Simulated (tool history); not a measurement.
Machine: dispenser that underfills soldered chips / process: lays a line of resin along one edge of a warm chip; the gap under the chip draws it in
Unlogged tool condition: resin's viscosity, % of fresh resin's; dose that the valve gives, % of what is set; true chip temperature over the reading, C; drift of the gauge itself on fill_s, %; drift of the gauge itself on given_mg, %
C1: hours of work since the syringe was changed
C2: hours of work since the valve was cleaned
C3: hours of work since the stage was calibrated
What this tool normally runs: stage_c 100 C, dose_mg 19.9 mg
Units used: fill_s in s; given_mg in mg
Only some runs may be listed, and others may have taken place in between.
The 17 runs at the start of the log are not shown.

-- hour=64.9 new syringe of resin
run 18 hour=64.9 | stage_c=100 dose_mg=24.4 | C1=0 C2=59 C3=105 | fill_s=366.2 given_mg=23.85
run 19 hour=68.8 | stage_c=95 dose_mg=21.4 | C1=3 C2=61 C3=107 | fill_s=542.8 given_mg=20.81
run 20 hour=73.1 | stage_c=95 dose_mg=21.4 | C1=5 C2=64 C3=110 | fill_s=699 given_mg=20.83
run 21 hour=75.8 | stage_c=95 dose_mg=25.1 | C1=7 C2=66 C3=112 | fill_s=800.1 given_mg=24.46
run 22 hour=79.7 | stage_c=111 dose_mg=19.1 | C1=10 C2=69 C3=114 | fill_s=669.3 given_mg=18.59
-- hour=80.5 new syringe of resin
run 23 hour=83.4 | stage_c=99 dose_mg=25.8 | C1=2 C2=71 C3=117 | fill_s=449.7 given_mg=24.99
run 24 hour=86.9 | stage_c=99 dose_mg=25.8 | C1=4 C2=73 C3=119 | fill_s=547.4 given_mg=25.05
run 25 hour=89.1 | stage_c=93 dose_mg=17.3 | C1=6 C2=75 C3=121 | fill_s=815.5 given_mg=16.83
run 26 hour=92.8 | stage_c=88 dose_mg=19.9 | C1=8 C2=77 C3=123 | fill_s=1119.1 given_mg=19.29
-- hour=96.1 new syringe of resin
run 27 hour=96.7 | stage_c=107 dose_mg=17.2 | C1=0 C2=80 C3=125 | fill_s=334.6 given_mg=16.65
run 28 hour=101.4 | stage_c=107 dose_mg=17.2 | C1=4 C2=83 C3=129 | fill_s=438.2 given_mg=16.64
run 29 hour=104.8 | stage_c=112 dose_mg=19.1 | C1=6 C2=85 C3=131 | fill_s=455.7 given_mg=18.45
run 30 hour=107.4 | stage_c=112 dose_mg=19.1 | C1=8 C2=87 C3=133 | fill_s=522.4 given_mg=18.45
-- hour=111.7 new syringe of resin
run 31 hour=112.1 | stage_c=112 dose_mg=19.1 | C1=0 C2=90 C3=136 | fill_s=282.7 given_mg=18.43
run 32 hour=114.4 | stage_c=100 dose_mg=18 | C1=2 C2=91 C3=137 | fill_s=465.3 given_mg=17.32
-- hour=118.4 dispensing valve cleaned and set on the balance
run 33 hour=118.8 | stage_c=91 dose_mg=19.9 | C1=4 C2=0 C3=139 | fill_s=708.2 given_mg=19.83
run 34 hour=122.7 | stage_c=105 dose_mg=22.7 | C1=7 C2=3 C3=142 | fill_s=589.8 given_mg=22.61
run 35 hour=126.7 | stage_c=105 dose_mg=22.7 | C1=9 C2=6 C3=145 | fill_s=740.2 given_mg=22.63
-- hour=128.3 new syringe of resin
run 36 hour=130.5 | stage_c=108 dose_mg=24.5 | C1=1 C2=8 C3=147 | fill_s=339.4 given_mg=24.37

Alternative continuations, all from the tool just after run 36; predict every row:
run A hour=132.6 | stage_c=111 dose_mg=19.9 | C1=3 C2=9 C3=148 | fill_s=? given_mg=?
run B hour=132.6 | stage_c=107 dose_mg=25.8 | C1=3 C2=9 C3=148 | fill_s=? given_mg=?
run C hour=132.6 | stage_c=112 dose_mg=21.4 | C1=3 C2=9 C3=148 | fill_s=? given_mg=?
run D hour=132.6 | stage_c=108 dose_mg=21.8 | C1=3 C2=9 C3=148 | fill_s=? given_mg=?

run=A fill_s=366.9 given_mg=19.77
run=B fill_s=391.2 given_mg=25.56
run=C fill_s=354.3 given_mg=21.28
run=D fill_s=394.5 given_mg=21.64
With the hidden condition removed and each run's random variation left untouched, the same runs would have given:
run=A fill_s=274.2 given_mg=19.89
run=B fill_s=292.4 given_mg=25.73
run=C fill_s=264.9 given_mg=21.42
run=D fill_s=294.9 given_mg=21.78

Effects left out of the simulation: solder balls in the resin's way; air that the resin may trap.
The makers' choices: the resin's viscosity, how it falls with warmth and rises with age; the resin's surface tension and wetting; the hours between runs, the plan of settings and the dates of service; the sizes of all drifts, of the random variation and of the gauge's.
